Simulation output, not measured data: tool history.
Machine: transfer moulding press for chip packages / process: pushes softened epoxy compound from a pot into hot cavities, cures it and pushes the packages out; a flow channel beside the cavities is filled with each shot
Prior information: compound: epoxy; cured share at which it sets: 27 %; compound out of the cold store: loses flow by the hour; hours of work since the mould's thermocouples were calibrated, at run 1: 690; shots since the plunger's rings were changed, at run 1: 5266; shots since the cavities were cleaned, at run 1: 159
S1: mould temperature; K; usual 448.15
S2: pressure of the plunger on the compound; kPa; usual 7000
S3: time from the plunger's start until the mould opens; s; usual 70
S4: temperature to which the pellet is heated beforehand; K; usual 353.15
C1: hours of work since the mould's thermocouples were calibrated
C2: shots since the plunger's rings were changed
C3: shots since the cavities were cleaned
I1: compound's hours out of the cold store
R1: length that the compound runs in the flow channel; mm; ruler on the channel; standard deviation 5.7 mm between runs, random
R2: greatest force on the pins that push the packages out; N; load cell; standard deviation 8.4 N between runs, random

{"run": 1, "hour": 0.0, "S1": 448.15, "S2": 7000, "S3": 70, "S4": 353.15, "C1": 690, "C2": 5266, "C3": 159, "I1": 39.5, "R1": 577, "R2": 371}
{"hour": 31.4, "done": "cavities cleaned with cleaning compound and waxed"}
{"run": 2, "hour": 38.2, "S1": 448.15, "S2": 7000, "S3": 70, "S4": 353.15, "C1": 719, "C2": 5954, "C3": 128, "I1": 39.4, "R1": 569, "R2": 367}
{"hour": 50.7, "done": "plunger's sealing rings changed"}
{"hour": 76.1, "done": "cavities cleaned with cleaning compound and waxed"}
{"run": 3, "hour": 92.3, "S1": 448.15, "S2": 7980, "S3": 70, "S4": 353.15, "C1": 759, "C2": 752, "C3": 303, "I1": 37.2, "R1": 619, "R2": 388}
{"hour": 115.7, "done": "cavities cleaned with cleaning compound and waxed"}
{"run": 4, "hour": 134.3, "S1": 448.15, "S2": 7980, "S3": 70, "S4": 353.15, "C1": 791, "C2": 1510, "C3": 348, "I1": 33.8, "R1": 637, "R2": 370}
{"hour": 155.4, "done": "cavities cleaned with cleaning compound and waxed"}
{"run": 5, "hour": 185.9, "S1": 448.15, "S2": 7000, "S3": 70, "S4": 353.15, "C1": 831, "C2": 2448, "C3": 569, "I1": 24.1, "R1": 601, "R2": 394}
{"hour": 198.2, "done": "cavities cleaned with cleaning compound and waxed"}
{"hour": 221.9, "done": "mould's thermocouples calibrated"}
{"run": 6, "hour": 221.9, "S1": 448.15, "S2": 7000, "S3": 70, "S4": 353.15, "C1": 0, "C2": 3057, "C3": 405, "I1": 17, "R1": 623, "R2": 380}
{"hour": 240.0, "done": "cavities cleaned with cleaning compound and waxed"}
{"run": 7, "hour": 271.3, "S1": 448.15, "S2": 7000, "S3": 70, "S4": 353.15, "C1": 38, "C2": 3955, "C3": 587, "I1": 13.9, "R1": 627, "R2": 381}
{"hour": 282.7, "done": "cavities cleaned with cleaning compound and waxed"}
{"run": 8, "hour": 297.7, "S1": 448.15, "S2": 7000, "S3": 70, "S4": 353.15, "C1": 58, "C2": 4422, "C3": 281, "I1": 26.5, "R1": 611, "R2": 372}
{"hour": 324.1, "done": "cavities cleaned with cleaning compound and waxed"}
{"run": 9, "hour": 347.6, "S1": 448.15, "S2": 8210, "S3": 79, "S4": 360.15, "C1": 96, "C2": 5329, "C3": 441, "I1": 23.3, "R1": 661, "R2": 339}
{"hour": 366.1, "done": "cavities cleaned with cleaning compound and waxed"}
{"run": 10, "hour": 375.2, "S1": 447.15, "S2": 8100, "S3": 70, "S4": 359.15, "C1": 117, "C2": 5817, "C3": 170, "I1": 25.9, "R1": 642, "R2": 397}
{"hour": 397.3, "done": "plunger's sealing rings changed"}
{"hour": 408.6, "done": "cavities cleaned with cleaning compound and waxed"}
{"run": 11, "hour": 408.6, "S1": 447.15, "S2": 8100, "S3": 70, "S4": 359.15, "C1": 141, "C2": 183, "C3": 0, "I1": 15.3, "R1": 674, "R2": 380}

5 options for the next run, each taken on its own from the tool as it stands now. Forecast them:
{"run": "A", "hour": 442.2, "S1": 448.15, "S2": 5940, "S3": 82, "S4": 343.15, "C1": 167, "C2": 814, "C3": 631, "I1": 39.3, "R1": "?", "R2": "?"}
{"run": "B", "hour": 442.2, "S1": 447.15, "S2": 8010, "S3": 70, "S4": 359.15, "C1": 167, "C2": 814, "C3": 631, "I1": 38.3, "R1": "?", "R2": "?"}
{"run": "C", "hour": 442.2, "S1": 453.15, "S2": 5290, "S3": 70, "S4": 361.15, "C1": 167, "C2": 814, "C3": 631, "I1": 35, "R1": "?", "R2": "?"}
{"run": "D", "hour": 442.2, "S1": 447.15, "S2": 8450, "S3": 70, "S4": 353.15, "C1": 167, "C2": 814, "C3": 631, "I1": 39.3, "R1": "?", "R2": "?"}
{"run": "E", "hour": 442.2, "S1": 454.15, "S2": 6230, "S3": 67, "S4": 359.15, "C1": 167, "C2": 814, "C3": 631, "I1": 18.1, "R1": "?", "R2": "?"}

run=A R1=530 R2=339
run=B R1=625 R2=396
run=C R1=498 R2=322
run=D R1=640 R2=378
run=E R1=559 R2=329
Without the tool's unlogged condition, the same runs would have read:
run=A R1=530 R2=335
run=B R1=625 R2=391
run=C R1=498 R2=318
run=D R1=640 R2=373
run=E R1=559 R2=325
